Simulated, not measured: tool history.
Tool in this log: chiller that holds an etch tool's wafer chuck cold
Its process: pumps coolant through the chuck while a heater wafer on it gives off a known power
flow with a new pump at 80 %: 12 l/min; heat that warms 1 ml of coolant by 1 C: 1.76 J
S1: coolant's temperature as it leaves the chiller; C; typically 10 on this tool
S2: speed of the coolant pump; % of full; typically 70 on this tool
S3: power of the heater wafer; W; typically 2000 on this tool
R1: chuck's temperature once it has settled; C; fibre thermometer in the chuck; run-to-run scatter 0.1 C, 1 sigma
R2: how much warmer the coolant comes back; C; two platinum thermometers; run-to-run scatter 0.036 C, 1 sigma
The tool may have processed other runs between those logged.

| run | day | S1 | S2 | S3 | R1 | R2 |
|---|---|---|---|---|---|---|
| 1 | 0.000 | 10 | 70 | 2000 | 43.4 | 7.23 |
| 2 | 4.321 | 10 | 70 | 2000 | 43.5 | 7.28 |
| 3 | 9.992 | 10 | 70 | 1620 | 37.3 | 5.92 |
| 4 | 15.804 | 10 | 70 | 1620 | 37.8 | 5.96 |
| 5 | 19.012 | 10 | 70 | 1620 | 37.7 | 5.94 |
| 6 | 23.758 | 10 | 70 | 2000 | 44.3 | 7.38 |
| 7 | 28.433 | 10 | 70 | 1130 | 29.7 | 4.21 |
|  | 32.412 | coolant changed, channels flushed |
| 8 | 33.033 | 10 | 70 | 1130 | 27.5 | 4.20 |
| 9 | 38.183 | 10 | 70 | 1130 | 27.5 | 4.24 |
| 10 | 42.746 | 10 | 70 | 1130 | 27.8 | 4.23 |
| 11 | 47.742 | 10 | 78 | 2000 | 38.2 | 6.69 |
| 12 | 52.267 | 10 | 64 | 2000 | 43.5 | 8.19 |
| 13 | 57.671 | 4 | 92 | 1626 | 24.7 | 4.56 |
| 14 | 63.229 | 4 | 92 | 1626 | 24.7 | 4.70 |
| 15 | 66.950 | 7 | 97 | 1626 | 27.0 | 4.35 |
| 16 | 71.692 | 7 | 97 | 1626 | 27.1 | 4.42 |
|  | 73.596 | chiller's thermometer calibrated |
| 17 | 74.800 | 7 | 97 | 1626 | 26.5 | 4.40 |
| 18 | 79.583 | 7 | 97 | 1626 | 26.5 | 4.41 |
| 19 | 82.421 | 10 | 67 | 2113 | 44.5 | 8.50 |
|  | 83.138 | coolant pump overhauled |
| 20 | 85.496 | 8 | 67 | 2810 | 49.2 | 9.72 |
| 21 | 89.754 | 8 | 67 | 2113 | 39.3 | 7.45 |
| 22 | 92.496 | 2 | 67 | 2841 | 44.2 | 9.86 |
| 23 | 95.442 | 2 | 67 | 2841 | 44.2 | 9.96 |
| 24 | 101.162 | 2 | 67 | 2841 | 44.6 | 9.93 |

5 ways to go on from here, each from the tool as it stands after run 24. What would each give?
| A | 104.675 | 10 | 78 | 2000 | ? | ? |
| B | 104.675 | 7 | 84 | 2501 | ? | ? |
| C | 104.675 | 2 | 67 | 1471 | ? | ? |
| D | 104.675 | 13 | 85 | 2841 | ? | ? |
| E | 104.675 | 2 | 85 | 2841 | ? | ? |

| run | R1 | R2 |
|---|---|---|
| A | 36.6 | 6.08 |
| B | 38.1 | 6.91 |
| C | 24.2 | 5.18 |
| D | 48.1 | 7.76 |
| E | 37.1 | 7.74 |
What these runs would have given with no unlogged condition in the tool:
| run | R1 | R2 |
|---|---|---|
| A | 34.6 | 5.92 |
| B | 35.8 | 6.73 |
| C | 22.5 | 5.04 |
| D | 45.5 | 7.56 |
| E | 34.4 | 7.54 |

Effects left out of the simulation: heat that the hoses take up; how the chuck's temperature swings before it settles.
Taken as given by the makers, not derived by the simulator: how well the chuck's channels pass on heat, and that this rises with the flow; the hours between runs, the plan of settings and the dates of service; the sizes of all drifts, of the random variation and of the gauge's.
